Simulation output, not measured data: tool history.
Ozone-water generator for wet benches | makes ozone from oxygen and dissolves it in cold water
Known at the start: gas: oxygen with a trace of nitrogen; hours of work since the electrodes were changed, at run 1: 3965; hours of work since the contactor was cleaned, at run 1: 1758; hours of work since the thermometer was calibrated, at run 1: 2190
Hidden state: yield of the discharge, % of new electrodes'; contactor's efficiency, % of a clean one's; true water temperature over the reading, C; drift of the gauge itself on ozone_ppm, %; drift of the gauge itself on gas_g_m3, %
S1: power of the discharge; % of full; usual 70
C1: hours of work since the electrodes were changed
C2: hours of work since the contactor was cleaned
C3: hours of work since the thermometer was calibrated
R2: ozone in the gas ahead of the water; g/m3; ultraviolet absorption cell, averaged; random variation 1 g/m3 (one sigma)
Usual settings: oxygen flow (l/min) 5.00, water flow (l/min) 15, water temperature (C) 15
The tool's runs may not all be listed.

{"run": 1, "day": 0.0, "S1": 70, "oxygen flow (l/min)": 5.0, "water flow (l/min)": 15, "water temperature (C)": 15, "C1": 3965, "C2": 1758, "C3": 2190, "dissolved ozone (ppm)": 21.7, "R2": 150.8}
{"run": 2, "day": 5.129, "S1": 70, "oxygen flow (l/min)": 5.0, "water flow (l/min)": 15, "water temperature (C)": 15, "C1": 4081, "C2": 1874, "C3": 2306, "dissolved ozone (ppm)": 21.4, "R2": 150.9}
{"run": 3, "day": 10.754, "S1": 70, "oxygen flow (l/min)": 7.5, "water flow (l/min)": 15, "water temperature (C)": 15, "C1": 4208, "C2": 2001, "C3": 2433, "dissolved ozone (ppm)": 21.2, "R2": 123.0}
{"run": 4, "day": 16.858, "S1": 70, "oxygen flow (l/min)": 5.0, "water flow (l/min)": 15, "water temperature (C)": 15, "C1": 4346, "C2": 2139, "C3": 2571, "dissolved ozone (ppm)": 21.4, "R2": 148.9}
{"run": 5, "day": 23.671, "S1": 70, "oxygen flow (l/min)": 7.58, "water flow (l/min)": 15, "water temperature (C)": 15, "C1": 4500, "C2": 2293, "C3": 2725, "dissolved ozone (ppm)": 20.6, "R2": 120.4}
{"run": 6, "day": 28.788, "S1": 70, "oxygen flow (l/min)": 5.0, "water flow (l/min)": 15, "water temperature (C)": 15, "C1": 4616, "C2": 2409, "C3": 2841, "dissolved ozone (ppm)": 21.0, "R2": 147.7}
{"run": 7, "day": 33.8, "S1": 70, "oxygen flow (l/min)": 5.0, "water flow (l/min)": 15, "water temperature (C)": 15, "C1": 4729, "C2": 2522, "C3": 2954, "dissolved ozone (ppm)": 20.5, "R2": 148.0}
{"run": 8, "day": 37.896, "S1": 70, "oxygen flow (l/min)": 5.0, "water flow (l/min)": 15, "water temperature (C)": 15, "C1": 4821, "C2": 2614, "C3": 3046, "dissolved ozone (ppm)": 20.6, "R2": 143.9}
{"run": 9, "day": 42.608, "S1": 70, "oxygen flow (l/min)": 5.0, "water flow (l/min)": 15, "water temperature (C)": 17, "C1": 4928, "C2": 2721, "C3": 3153, "dissolved ozone (ppm)": 19.8, "R2": 144.6}
{"run": 10, "day": 48.888, "S1": 70, "oxygen flow (l/min)": 5.0, "water flow (l/min)": 15, "water temperature (C)": 8, "C1": 5070, "C2": 2863, "C3": 3295, "dissolved ozone (ppm)": 22.8, "R2": 144.6}
{"day": 51.725, "done": "water thermometer calibrated"}
{"run": 11, "day": 52.092, "S1": 70, "oxygen flow (l/min)": 5.0, "water flow (l/min)": 15, "water temperature (C)": 8, "C1": 5142, "C2": 2935, "C3": 8, "dissolved ozone (ppm)": 22.7, "R2": 141.7}
{"run": 12, "day": 55.221, "S1": 70, "oxygen flow (l/min)": 5.0, "water flow (l/min)": 15, "water temperature (C)": 19, "C1": 5212, "C2": 3006, "C3": 79, "dissolved ozone (ppm)": 19.1, "R2": 142.8}
{"run": 13, "day": 59.779, "S1": 70, "oxygen flow (l/min)": 5.0, "water flow (l/min)": 15, "water temperature (C)": 19, "C1": 5315, "C2": 3109, "C3": 182, "dissolved ozone (ppm)": 18.8, "R2": 142.6}
{"run": 14, "day": 62.892, "S1": 70, "oxygen flow (l/min)": 5.0, "water flow (l/min)": 10, "water temperature (C)": 8, "C1": 5386, "C2": 3179, "C3": 252, "dissolved ozone (ppm)": 29.0, "R2": 141.0}
{"run": 15, "day": 69.308, "S1": 70, "oxygen flow (l/min)": 5.0, "water flow (l/min)": 10, "water temperature (C)": 8, "C1": 5531, "C2": 3324, "C3": 397, "dissolved ozone (ppm)": 28.8, "R2": 141.0}
{"run": 16, "day": 74.45, "S1": 70, "oxygen flow (l/min)": 5.0, "water flow (l/min)": 10, "water temperature (C)": 8, "C1": 5647, "C2": 3440, "C3": 513, "dissolved ozone (ppm)": 28.1, "R2": 138.6}
{"run": 17, "day": 77.633, "S1": 70, "oxygen flow (l/min)": 5.0, "water flow (l/min)": 10, "water temperature (C)": 8, "C1": 5719, "C2": 3512, "C3": 585, "dissolved ozone (ppm)": 28.5, "R2": 138.8}
{"run": 18, "day": 84.367, "S1": 70, "oxygen flow (l/min)": 8.48, "water flow (l/min)": 11, "water temperature (C)": 10, "C1": 5871, "C2": 3664, "C3": 738, "dissolved ozone (ppm)": 24.5, "R2": 105.2}
{"run": 19, "day": 88.075, "S1": 70, "oxygen flow (l/min)": 8.48, "water flow (l/min)": 11, "water temperature (C)": 10, "C1": 5955, "C2": 3748, "C3": 821, "dissolved ozone (ppm)": 24.3, "R2": 105.1}
{"run": 20, "day": 91.021, "S1": 70, "oxygen flow (l/min)": 8.48, "water flow (l/min)": 11, "water temperature (C)": 10, "C1": 6021, "C2": 3814, "C3": 888, "dissolved ozone (ppm)": 23.9, "R2": 104.6}
{"run": 21, "day": 96.021, "S1": 70, "oxygen flow (l/min)": 8.48, "water flow (l/min)": 20, "water temperature (C)": 10, "C1": 6134, "C2": 3927, "C3": 1001, "dissolved ozone (ppm)": 17.1, "R2": 105.2}
{"run": 22, "day": 99.529, "S1": 68, "oxygen flow (l/min)": 8.48, "water flow (l/min)": 15, "water temperature (C)": 10, "C1": 6214, "C2": 4007, "C3": 1080, "dissolved ozone (ppm)": 20.1, "R2": 102.1}
{"run": 23, "day": 105.212, "S1": 68, "oxygen flow (l/min)": 5.44, "water flow (l/min)": 12, "water temperature (C)": 14, "C1": 6342, "C2": 4135, "C3": 1209, "dissolved ozone (ppm)": 21.8, "R2": 127.9}

Forecast each of these 5 alternatives for the next run:
{"run": "A", "day": 109.6, "S1": 68, "oxygen flow (l/min)": 5.44, "water flow (l/min)": 11, "water temperature (C)": 22, "C1": 6441, "C2": 4234, "C3": 1308, "dissolved ozone (ppm)": "?", "R2": "?"}
{"run": "B", "day": 109.6, "S1": 98, "oxygen flow (l/min)": 3.25, "water flow (l/min)": 15, "water temperature (C)": 15, "C1": 6441, "C2": 4234, "C3": 1308, "dissolved ozone (ppm)": "?", "R2": "?"}
{"run": "C", "day": 109.6, "S1": 70, "oxygen flow (l/min)": 3.42, "water flow (l/min)": 17, "water temperature (C)": 9, "C1": 6441, "C2": 4234, "C3": 1308, "dissolved ozone (ppm)": "?", "R2": "?"}
{"run": "D", "day": 109.6, "S1": 54, "oxygen flow (l/min)": 5.0, "water flow (l/min)": 20, "water temperature (C)": 15, "C1": 6441, "C2": 4234, "C3": 1308, "dissolved ozone (ppm)": "?", "R2": "?"}
{"run": "E", "day": 109.6, "S1": 70, "oxygen flow (l/min)": 5.0, "water flow (l/min)": 21, "water temperature (C)": 15, "C1": 6441, "C2": 4234, "C3": 1308, "dissolved ozone (ppm)": "?", "R2": "?"}

run=A dissolved_ozone_(ppm)=19.4 R2=126.9
run=B dissolved_ozone_(ppm)=21.6 R2=195.2
run=C dissolved_ozone_(ppm)=17.8 R2=164.3
run=D dissolved_ozone_(ppm)=13.6 R2=118.7
run=E dissolved_ozone_(ppm)=14.9 R2=132.8
Without the tool's hidden state the same runs would have given:
run=A dissolved_ozone_(ppm)=27.0 R2=169.7
run=B dissolved_ozone_(ppm)=32.2 R2=277.9
run=C dissolved_ozone_(ppm)=25.1 R2=220.9
run=D dissolved_ozone_(ppm)=18.4 R2=152.7
run=E dissolved_ozone_(ppm)=21.0 R2=178.9
